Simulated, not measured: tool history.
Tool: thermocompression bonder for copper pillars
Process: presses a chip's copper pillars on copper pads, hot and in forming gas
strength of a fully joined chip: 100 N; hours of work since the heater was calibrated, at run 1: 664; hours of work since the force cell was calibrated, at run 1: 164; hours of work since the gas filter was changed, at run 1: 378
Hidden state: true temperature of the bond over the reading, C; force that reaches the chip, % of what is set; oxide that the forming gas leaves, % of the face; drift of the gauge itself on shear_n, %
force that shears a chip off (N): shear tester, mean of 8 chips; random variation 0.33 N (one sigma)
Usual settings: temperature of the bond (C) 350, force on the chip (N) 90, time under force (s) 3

run	day	temperature of the bond (C)	force on the chip (N)	time under force (s)	hours of work since the heater was calibrated	hours of work since the force cell was calibrated	hours of work since the gas filter was changed	force that shears a chip off (N)
1	0	350	90	3	664	164	378	55.5
2	0.508	350	90	3	671	171	386	56.3
3	0.838	350	90	3	676	176	390	56.4
4	1.1	350	90	3	680	180	394	56
5	1.371	350	90	3	684	184	398	56.3
6	1.696	350	90	3	689	189	403	56.3
7	2.225	350	90	3	696	197	411	56.4
8	2.658	350	90	3	703	203	417	55.6
# day 3.054: heater calibrated with a thermocouple chip
9	3.258	350	90	3	3	211	425	53.2
10	3.608	350	90	3	8	216	430	54
11	3.967	350	90	3	13	221	435	52.9
12	4.4	350	90	2	20	227	441	46.5
13	4.638	350	90	2	23	231	445	46.7
14	5.033	350	90	2	29	237	451	46.7
15	5.346	350	90	2	34	241	455	47
16	5.696	358	90	3	39	246	460	56.7
17	6.054	350	90	3	44	252	466	54
# day 6.154: force cell calibrated
18	6.562	350	90	3	51	6	472	53.7
19	6.988	350	90	3	57	12	478	54.1
# day 7.35: force cell calibrated, once more
20	7.521	350	90	3	64	2	485	52.6
21	7.842	350	112	3	69	7	490	60.3
22	8.067	350	112	3	72	11	493	60.3
# day 8.204: forming gas filter changed
23	8.462	353	116	3	77	16	4	64.4
24	8.846	353	72	3	83	22	9	48.3
25	9.096	374	66	2	87	25	13	45.8
26	9.425	350	90	8	91	30	18	72.2
27	9.662	360	90	6	95	34	21	71.5
28	9.938	370	97	5	99	38	25	74.5
29	10.317	370	97	5	105	43	31	74.4
30	10.817	370	97	5	112	51	38	74.5
31	11.079	370	97	5	116	54	42	74.7
32	11.375	372	97	5	120	59	47	74.6
33	11.629	342	71	5	124	63	50	53
34	12.079	342	71	5	130	69	57	52.4
35	12.438	342	71	5	136	74	62	52.5
36	12.883	342	68	5	142	81	69	51
37	13.338	340	86	5	149	88	75	58
38	13.592	340	86	5	153	91	79	57.7
39	13.983	340	86	5	158	97	85	58.1
40	14.279	340	86	5	163	101	89	58.3

Measured less the same run without the tool's hidden state. The same run-to-run variation is in both; the gauge's scatter may not be:
run	force that shears a chip off (N)
1	+1.7
2	+1.8
3	+1.8
4	+1.8
5	+1.8
6	+1.8
7	+1.9
8	+1.9
9	-0.7
10	-0.8
11	-0.7
12	-0.6
13	-0.5
14	-0.5
15	-0.6
16	-0.8
17	-0.7
18	-0.6
19	-0.5
20	-1.3
21	-1.6
22	-1.5
23	+0.2
24	+0.3
25	+0.3
26	+0.3
27	+0.3
28	+0.3
29	+0.2
30	+0.3
31	+0.3
32	+0.3
33	+0.5
34	+0.5
35	+0.5
36	+0.5
37	+0.5
38	+0.5
39	+0.5
40	+0.6

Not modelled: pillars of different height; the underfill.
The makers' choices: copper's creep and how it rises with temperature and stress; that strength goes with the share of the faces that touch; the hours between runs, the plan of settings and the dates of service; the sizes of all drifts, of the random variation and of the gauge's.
